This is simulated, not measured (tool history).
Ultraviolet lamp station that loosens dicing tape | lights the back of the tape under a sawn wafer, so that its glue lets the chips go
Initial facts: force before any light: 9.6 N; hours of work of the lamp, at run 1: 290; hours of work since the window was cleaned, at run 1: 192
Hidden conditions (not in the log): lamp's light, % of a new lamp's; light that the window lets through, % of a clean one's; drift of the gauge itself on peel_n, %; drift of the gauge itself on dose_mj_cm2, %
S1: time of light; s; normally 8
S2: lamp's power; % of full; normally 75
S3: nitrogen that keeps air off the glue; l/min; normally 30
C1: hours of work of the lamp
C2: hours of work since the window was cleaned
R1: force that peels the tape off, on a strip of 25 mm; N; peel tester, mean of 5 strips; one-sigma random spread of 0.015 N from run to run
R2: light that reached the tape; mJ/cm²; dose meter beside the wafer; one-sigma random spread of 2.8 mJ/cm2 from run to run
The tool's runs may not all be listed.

{"run": 1, "hour": 0.0, "S1": 8, "S2": 75, "S3": 30, "C1": 290, "C2": 192, "R1": 1.14, "R2": 329}
{"run": 2, "hour": 7.9, "S1": 8, "S2": 90, "S3": 30, "C1": 296, "C2": 198, "R1": 0.77, "R2": 386}
{"run": 3, "hour": 25.7, "S1": 8, "S2": 90, "S3": 30, "C1": 310, "C2": 212, "R1": 0.757, "R2": 385}
{"run": 4, "hour": 45.0, "S1": 8, "S2": 90, "S3": 30, "C1": 325, "C2": 227, "R1": 0.785, "R2": 379}
{"run": 5, "hour": 55.2, "S1": 8, "S2": 90, "S3": 30, "C1": 333, "C2": 235, "R1": 0.844, "R2": 376}
{"hour": 59.0, "done": "window cleaned of glue's vapour"}
{"run": 6, "hour": 72.3, "S1": 10, "S2": 75, "S3": 30, "C1": 346, "C2": 10, "R1": 0.598, "R2": 433}
{"run": 7, "hour": 86.2, "S1": 8, "S2": 75, "S3": 30, "C1": 357, "C2": 21, "R1": 1.01, "R2": 336}
{"run": 8, "hour": 94.3, "S1": 8, "S2": 64, "S3": 30, "C1": 363, "C2": 28, "R1": 1.388, "R2": 291}
{"run": 9, "hour": 102.5, "S1": 8, "S2": 75, "S3": 30, "C1": 370, "C2": 34, "R1": 1.047, "R2": 338}
{"run": 10, "hour": 121.7, "S1": 8, "S2": 75, "S3": 30, "C1": 385, "C2": 49, "R1": 1.101, "R2": 332}
{"run": 11, "hour": 130.4, "S1": 7, "S2": 75, "S3": 30, "C1": 391, "C2": 56, "R1": 1.399, "R2": 288}
{"run": 12, "hour": 139.2, "S1": 8, "S2": 96, "S3": 30, "C1": 398, "C2": 63, "R1": 0.642, "R2": 421}
{"run": 13, "hour": 149.4, "S1": 8, "S2": 96, "S3": 30, "C1": 406, "C2": 71, "R1": 0.634, "R2": 416}
{"run": 14, "hour": 167.8, "S1": 8, "S2": 96, "S3": 30, "C1": 421, "C2": 85, "R1": 0.647, "R2": 414}
{"run": 15, "hour": 184.2, "S1": 8, "S2": 96, "S3": 30, "C1": 434, "C2": 98, "R1": 0.662, "R2": 403}
{"run": 16, "hour": 194.9, "S1": 8, "S2": 96, "S3": 30, "C1": 442, "C2": 106, "R1": 0.692, "R2": 402}
{"run": 17, "hour": 207.2, "S1": 8, "S2": 75, "S3": 30, "C1": 452, "C2": 116, "R1": 1.181, "R2": 314}
{"run": 18, "hour": 219.8, "S1": 8, "S2": 75, "S3": 30, "C1": 461, "C2": 126, "R1": 1.218, "R2": 317}
{"run": 19, "hour": 234.6, "S1": 8, "S2": 75, "S3": 19, "C1": 473, "C2": 137, "R1": 1.45, "R2": 309}
{"run": 20, "hour": 247.6, "S1": 8, "S2": 75, "S3": 19, "C1": 483, "C2": 148, "R1": 1.497, "R2": 306}
{"run": 21, "hour": 265.1, "S1": 8, "S2": 75, "S3": 19, "C1": 497, "C2": 161, "R1": 1.515, "R2": 302}
{"run": 22, "hour": 284.6, "S1": 8, "S2": 75, "S3": 19, "C1": 512, "C2": 177, "R1": 1.625, "R2": 299}
{"run": 23, "hour": 303.9, "S1": 8, "S2": 75, "S3": 19, "C1": 527, "C2": 192, "R1": 1.596, "R2": 293}
{"run": 24, "hour": 320.3, "S1": 9, "S2": 71, "S3": 19, "C1": 540, "C2": 204, "R1": 1.456, "R2": 314}
{"run": 25, "hour": 336.8, "S1": 16, "S2": 89, "S3": 25, "C1": 553, "C2": 217, "R1": 0.183, "R2": 686}
{"run": 26, "hour": 353.5, "S1": 16, "S2": 89, "S3": 25, "C1": 566, "C2": 231, "R1": 0.19, "R2": 679}
{"hour": 363.1, "done": "window cleaned of glue's vapour"}
{"run": 27, "hour": 367.5, "S1": 16, "S2": 64, "S3": 25, "C1": 577, "C2": 3, "R1": 0.359, "R2": 536}
{"run": 28, "hour": 376.4, "S1": 11, "S2": 95, "S3": 15, "C1": 584, "C2": 10, "R1": 0.484, "R2": 539}
{"run": 29, "hour": 390.8, "S1": 8, "S2": 80, "S3": 40, "C1": 595, "C2": 22, "R1": 0.952, "R2": 330}
{"run": 30, "hour": 404.8, "S1": 5, "S2": 85, "S3": 17, "C1": 606, "C2": 33, "R1": 2.567, "R2": 219}
{"run": 31, "hour": 418.7, "S1": 9, "S2": 65, "S3": 17, "C1": 617, "C2": 44, "R1": 1.662, "R2": 297}
{"run": 32, "hour": 435.8, "S1": 8, "S2": 84, "S3": 30, "C1": 630, "C2": 57, "R1": 1.036, "R2": 334}
{"run": 33, "hour": 451.3, "S1": 6, "S2": 84, "S3": 13, "C1": 642, "C2": 69, "R1": 2.432, "R2": 247}
{"run": 34, "hour": 468.3, "S1": 14, "S2": 75, "S3": 11, "C1": 656, "C2": 82, "R1": 0.641, "R2": 514}
{"run": 35, "hour": 477.7, "S1": 5, "S2": 75, "S3": 30, "C1": 663, "C2": 90, "R1": 2.812, "R2": 184}
{"run": 36, "hour": 488.0, "S1": 6, "S2": 75, "S3": 14, "C1": 671, "C2": 98, "R1": 2.652, "R2": 215}
{"run": 37, "hour": 505.5, "S1": 8, "S2": 67, "S3": 30, "C1": 685, "C2": 111, "R1": 1.751, "R2": 254}
{"run": 38, "hour": 521.6, "S1": 8, "S2": 67, "S3": 30, "C1": 697, "C2": 124, "R1": 1.712, "R2": 249}
{"run": 39, "hour": 532.0, "S1": 13, "S2": 65, "S3": 38, "C1": 705, "C2": 132, "R1": 0.633, "R2": 393}
{"run": 40, "hour": 544.3, "S1": 4, "S2": 87, "S3": 24, "C1": 715, "C2": 142, "R1": 3.283, "R2": 160}
{"run": 41, "hour": 557.4, "S1": 8, "S2": 74, "S3": 17, "C1": 725, "C2": 152, "R1": 1.913, "R2": 276}
{"run": 42, "hour": 572.0, "S1": 4, "S2": 74, "S3": 36, "C1": 737, "C2": 163, "R1": 3.721, "R2": 136}
{"run": 43, "hour": 588.4, "S1": 15, "S2": 69, "S3": 14, "C1": 750, "C2": 176, "R1": 0.715, "R2": 467}

Consider 4 possible next runs. They are alternatives, not a sequence: every one starts from the tool as it was left by run 43. What does each give?
{"run": "A", "hour": 600.2, "S1": 8, "S2": 98, "S3": 45, "C1": 759, "C2": 186, "R1": "?", "R2": "?"}
{"run": "B", "hour": 600.2, "S1": 14, "S2": 66, "S3": 14, "C1": 759, "C2": 186, "R1": "?", "R2": "?"}
{"run": "C", "hour": 600.2, "S1": 4, "S2": 93, "S3": 30, "C1": 759, "C2": 186, "R1": "?", "R2": "?"}
{"run": "D", "hour": 600.2, "S1": 8, "S2": 75, "S3": 30, "C1": 759, "C2": 186, "R1": "?", "R2": "?"}

run=A R1=0.82 R2=354
run=B R1=0.929 R2=411
run=C R1=3.204 R2=167
run=D R1=1.611 R2=270
With no hidden state in the tool, these same runs would have given:
run=A R1=0.306 R2=522
run=B R1=0.36 R2=608
run=C R1=1.894 R2=246
run=D R1=0.721 R2=399
